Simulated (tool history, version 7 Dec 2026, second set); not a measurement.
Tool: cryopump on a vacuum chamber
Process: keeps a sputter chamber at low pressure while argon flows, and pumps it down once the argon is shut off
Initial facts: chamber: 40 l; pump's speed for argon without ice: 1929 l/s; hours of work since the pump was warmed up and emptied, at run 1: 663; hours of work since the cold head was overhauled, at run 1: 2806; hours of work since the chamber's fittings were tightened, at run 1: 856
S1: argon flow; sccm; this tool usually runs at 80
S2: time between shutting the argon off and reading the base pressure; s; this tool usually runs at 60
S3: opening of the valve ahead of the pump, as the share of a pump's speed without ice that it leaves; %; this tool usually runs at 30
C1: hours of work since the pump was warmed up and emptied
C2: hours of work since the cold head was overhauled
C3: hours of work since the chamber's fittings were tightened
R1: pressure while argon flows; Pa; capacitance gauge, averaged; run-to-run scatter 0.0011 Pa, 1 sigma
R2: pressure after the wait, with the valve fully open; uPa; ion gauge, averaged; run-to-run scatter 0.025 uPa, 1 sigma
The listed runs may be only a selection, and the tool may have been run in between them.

run	hour	S1	S2	S3	C1	C2	C3	R1	R2
1	0	80	60	30	663	2806	856	0.2593	1.2
2	91.6	80	60	30	743	2885	936	0.2639	1.25
3	160.8	80	60	30	802	2945	995	0.2663	1.23
4	209.4	80	60	30	844	2987	1037	0.266	1.29
5	276.6	80	60	30	903	3045	1096	0.2719	1.29
6	329.5	80	60	30	948	3091	1141	0.2758	1.33
7	385.8	80	60	30	997	3139	1190	0.2773	1.31
# hour 420.1: pump warmed up, emptied and cooled again
8	460.4	80	269	30	35	3199	1250	0.2379	0.48
9	524.8	80	60	30	91	3255	1306	0.2427	1.17
10	585.1	80	60	30	143	3307	1358	0.2428	1.22
11	625.8	48	60	30	178	3343	1393	0.1453	1.23
12	695.1	102	60	30	238	3403	1453	0.3119	1.19
13	776.2	39	22	15	308	3473	1523	0.2333	2.69
14	816.1	80	155	32	343	3507	1558	0.2342	0.72
15	909.1	49	30	30	423	3588	1638	0.1536	2.11
16	985	38	257	30	489	3653	1704	0.12	0.64
17	1024.2	96	55	30	523	3687	1738	0.3062	1.43
18	1065.9	60	266	22	559	3723	1774	0.257	0.68
19	1105.6	80	60	20	593	3758	1808	0.3788	1.32
20	1171.8	51	46	26	650	3815	1866	0.1894	1.61
21	1256.7	93	76	26	724	3888	1939	0.3504	1.19
22	1304.1	67	111	45	765	3929	1980	0.1582	0.96

Below are 3 alternative next runs, each starting from the tool's condition after run 22. Predict each:
A	1346.7	109	44	30	801	3966	2017	?	?
B	1346.7	80	74	41	801	3966	2017	?	?
C	1346.7	150	75	45	801	3966	2017	?	?

run	R1	R2
A	0.3673	1.73
B	0.2041	1.24
C	0.3582	1.22
The same runs, with their run-to-run variation unchanged, on a tool lacking any hidden condition would have given:
run	R1	R2
A	0.3199	1.34
B	0.1697	0.84
C	0.2931	0.83

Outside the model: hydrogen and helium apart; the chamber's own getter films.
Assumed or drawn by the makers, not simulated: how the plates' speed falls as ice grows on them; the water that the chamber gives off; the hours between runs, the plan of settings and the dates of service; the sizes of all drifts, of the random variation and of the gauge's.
